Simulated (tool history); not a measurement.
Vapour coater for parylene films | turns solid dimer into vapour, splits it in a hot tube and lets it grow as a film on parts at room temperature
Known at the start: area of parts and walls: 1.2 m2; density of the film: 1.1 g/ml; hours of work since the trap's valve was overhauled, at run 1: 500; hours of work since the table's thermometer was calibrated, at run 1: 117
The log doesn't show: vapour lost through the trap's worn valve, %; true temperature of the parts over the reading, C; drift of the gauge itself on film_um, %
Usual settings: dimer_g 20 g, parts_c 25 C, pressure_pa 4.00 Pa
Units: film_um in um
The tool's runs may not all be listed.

run,day,dimer_g,parts_c,pressure_pa,hours of work since the trap's valve was overhauled,hours of work since the table's thermometer was calibrated,film_um
1,0.000,20,25,4.00,500,117,8.74
2,0.367,20,25,4.00,506,123,8.69
3,0.862,20,25,4.00,514,131,8.70
4,1.446,20,25,4.00,523,140,8.69
5,1.992,20,25,4.00,532,149,8.75
6,2.304,20,25,4.00,537,154,8.72
7,2.683,20,25,4.00,543,160,8.68
8,2.950,20,25,4.00,547,164,8.72
9,3.321,20,25,4.33,553,170,8.57
10,3.746,20,26,4.00,560,177,8.44
11,4.229,20,26,4.00,567,184,8.39
12,4.592,20,26,4.00,573,190,8.38
13,5.083,15,26,6.82,581,198,5.87
14,5.471,21,26,6.82,587,204,8.30
15,5.925,21,22,6.82,594,211,9.48
16,6.292,21,24,6.70,600,217,8.83
17,6.733,13,18,5.52,607,224,7.05
18,7.267,10,26,5.77,616,233,4.02
19,7.579,10,26,5.77,621,238,3.97
# day 7.821: trap's valve overhauled
20,8.188,16,29,5.77,6,245,5.76
21,8.496,15,19,2.39,11,249,8.80

5 ways to go on from here, each from the tool as it stands after run 21. What would each give?
A,9.125,20,31,4.00,21,259,?
B,9.125,16,20,2.39,21,259,?
C,9.125,14,29,9.33,21,259,?
D,9.125,10,19,11.37,21,259,?
E,9.125,10,24,11.84,21,259,?

run,film_um
A,6.91
B,9.01
C,4.73
D,4.84
E,3.99
Without the tool's hidden state the same runs would have given:
run,film_um
A,6.91
B,9.01
C,4.73
D,4.84
E,3.99
